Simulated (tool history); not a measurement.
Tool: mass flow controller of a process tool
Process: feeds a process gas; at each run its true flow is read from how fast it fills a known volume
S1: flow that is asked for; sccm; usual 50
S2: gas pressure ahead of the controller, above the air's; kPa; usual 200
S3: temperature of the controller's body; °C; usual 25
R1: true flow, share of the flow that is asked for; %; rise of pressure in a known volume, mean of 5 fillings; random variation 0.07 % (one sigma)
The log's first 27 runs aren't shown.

run	hour	S1	S2	S3	R1
28	1452.0	56	241	26	99.07
29	1529.4	56	241	26	98.96
30	1575.4	53	265	25	98.76
31	1639.8	32	274	25	97.55
32	1715.6	40	173	32	98.89
33	1756.3	39	172	30	98.69
34	1810.8	39	172	30	98.80
35	1875.9	18	168	36	96.94

Forecast each of these 3 alternatives for the next run:
A	1932.9	79	168	36	?
B	1932.9	19	191	27	?
C	1932.9	19	200	25	?

run	R1
A	100.50
B	96.50
C	96.44
Without the tool's hidden state the same runs would have given:
run	R1
A	100.37
B	98.73
C	98.67

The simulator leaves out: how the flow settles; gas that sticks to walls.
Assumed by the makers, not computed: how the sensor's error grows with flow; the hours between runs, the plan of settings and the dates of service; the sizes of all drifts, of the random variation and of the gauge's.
